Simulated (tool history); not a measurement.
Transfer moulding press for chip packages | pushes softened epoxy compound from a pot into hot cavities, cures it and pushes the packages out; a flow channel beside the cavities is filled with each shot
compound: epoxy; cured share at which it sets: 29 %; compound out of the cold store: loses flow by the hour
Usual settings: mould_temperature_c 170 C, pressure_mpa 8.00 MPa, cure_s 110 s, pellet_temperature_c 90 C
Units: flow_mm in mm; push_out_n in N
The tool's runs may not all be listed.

| run | hour | mould_temperature_c | pressure_mpa | cure_s | pellet_temperature_c | incoming compound's hours out of the cold store | flow_mm | push_out_n |
|---|---|---|---|---|---|---|---|---|
| 1 | 0.0 | 170 | 8.00 | 110 | 90 | 18.7 | 849 | 551 |
|  | 31.1 | cavities cleaned with cleaning compound and waxed |
| 2 | 44.8 | 170 | 8.00 | 110 | 90 | 46.8 | 757 | 582 |
|  | 71.4 | cavities cleaned with cleaning compound and waxed |
|  | 114.6 | cavities cleaned with cleaning compound and waxed |
|  | 125.6 | plunger's sealing rings changed |
| 3 | 130.3 | 170 | 8.00 | 110 | 90 | 8.7 | 904 | 643 |
|  | 159.5 | cavities cleaned with cleaning compound and waxed |
| 4 | 190.5 | 170 | 8.00 | 110 | 90 | 16.7 | 873 | 703 |
|  | 200.5 | cavities cleaned with cleaning compound and waxed |
|  | 237.2 | mould's thermocouples calibrated |
|  | 243.0 | cavities cleaned with cleaning compound and waxed |
| 5 | 277.1 | 169 | 8.00 | 110 | 90 | 29.5 | 827 | 798 |
|  | 285.5 | cavities cleaned with cleaning compound and waxed |
|  | 324.6 | cavities cleaned with cleaning compound and waxed |
| 6 | 325.8 | 169 | 8.00 | 140 | 90 | 11.9 | 886 | 383 |
|  | 363.0 | cavities cleaned with cleaning compound and waxed |
| 7 | 385.6 | 169 | 8.00 | 140 | 90 | 15.0 | 871 | 480 |
|  | 399.9 | cavities cleaned with cleaning compound and waxed |
|  | 440.2 | cavities cleaned with cleaning compound and waxed |
| 8 | 462.2 | 169 | 8.00 | 140 | 90 | 46.9 | 761 | 478 |
|  | 478.9 | cavities cleaned with cleaning compound and waxed |
| 9 | 508.7 | 175 | 8.00 | 110 | 90 | 44.3 | 741 | 539 |
|  | 518.8 | cavities cleaned with cleaning compound and waxed |
|  | 530.0 | plunger's sealing rings changed |
|  | 564.0 | cavities cleaned with cleaning compound and waxed |
| 10 | 573.3 | 169 | 8.00 | 110 | 90 | 42.2 | 795 | 598 |
|  | 606.6 | cavities cleaned with cleaning compound and waxed |
|  | 649.7 | cavities cleaned with cleaning compound and waxed |
| 11 | 649.7 | 169 | 8.00 | 110 | 90 | 17.9 | 866 | 515 |
|  | 686.7 | cavities cleaned with cleaning compound and waxed |
| 12 | 700.0 | 170 | 8.00 | 100 | 90 | 23.2 | 838 | 728 |
|  | 724.7 | cavities cleaned with cleaning compound and waxed |
|  | 762.4 | cavities cleaned with cleaning compound and waxed |
| 13 | 795.8 | 170 | 8.00 | 100 | 90 | 21.3 | 841 | 891 |
|  | 806.0 | cavities cleaned with cleaning compound and waxed |
|  | 814.9 | mould's thermocouples calibrated |
|  | 848.3 | cavities cleaned with cleaning compound and waxed |
| 14 | 852.1 | 170 | 8.00 | 100 | 90 | 42.3 | 777 | 634 |
|  | 889.2 | cavities cleaned with cleaning compound and waxed |
|  | 928.1 | plunger's sealing rings changed |
|  | 929.6 | cavities cleaned with cleaning compound and waxed |
| 15 | 957.8 | 170 | 8.00 | 100 | 90 | 31.3 | 825 | 913 |
|  | 966.0 | cavities cleaned with cleaning compound and waxed |
|  | 1003.0 | cavities cleaned with cleaning compound and waxed |
|  | 1039.8 | cavities cleaned with cleaning compound and waxed |
| 16 | 1056.0 | 175 | 8.44 | 117 | 87 | 16.9 | 871 | 450 |
|  | 1078.3 | cavities cleaned with cleaning compound and waxed |
| 17 | 1112.2 | 175 | 8.44 | 117 | 87 | 8.9 | 891 | 523 |
|  | 1121.9 | cavities cleaned with cleaning compound and waxed |
|  | 1166.3 | cavities cleaned with cleaning compound and waxed |
| 18 | 1183.3 | 170 | 8.00 | 110 | 90 | 41.6 | 776 | 597 |
|  | 1208.3 | cavities cleaned with cleaning compound and waxed |
|  | 1244.7 | cavities cleaned with cleaning compound and waxed |
| 19 | 1268.6 | 170 | 8.00 | 110 | 90 | 33.5 | 798 | 634 |
|  | 1286.0 | cavities cleaned with cleaning compound and waxed |
|  | 1326.0 | plunger's sealing rings changed |
|  | 1327.5 | cavities cleaned with cleaning compound and waxed |
| 20 | 1344.1 | 170 | 8.00 | 110 | 90 | 32.4 | 823 | 626 |
|  | 1368.8 | cavities cleaned with cleaning compound and waxed |
|  | 1391.9 | mould's thermocouples calibrated |
| 21 | 1401.0 | 170 | 8.00 | 110 | 90 | 20.7 | 862 | 747 |
|  | 1410.0 | cavities cleaned with cleaning compound and waxed |
|  | 1450.4 | cavities cleaned with cleaning compound and waxed |
| 22 | 1454.5 | 170 | 8.72 | 92 | 95 | 9.7 | 931 | 876 |
|  | 1493.3 | cavities cleaned with cleaning compound and waxed |
| 23 | 1497.8 | 170 | 8.00 | 110 | 91 | 8.2 | 896 | 562 |

3 ways to go on from here, each from the tool as it stands after run 23. What would each give?
|  | 1531.9 | cavities cleaned with cleaning compound and waxed |
| A | 1552.2 | 170 | 8.00 | 105 | 95 | 40.9 | ? | ? |
|  | 1531.9 | cavities cleaned with cleaning compound and waxed |
| B | 1552.2 | 170 | 7.52 | 110 | 89 | 38.3 | ? | ? |
|  | 1531.9 | cavities cleaned with cleaning compound and waxed |
| C | 1552.2 | 170 | 6.42 | 110 | 98 | 29.4 | ? | ? |

| run | flow_mm | push_out_n |
|---|---|---|
| A | 775 | 704 |
| B | 770 | 674 |
| C | 734 | 664 |
Without the tool's hidden state the same runs would have given:
| run | flow_mm | push_out_n |
|---|---|---|
| A | 792 | 524 |
| B | 787 | 501 |
| C | 750 | 495 |
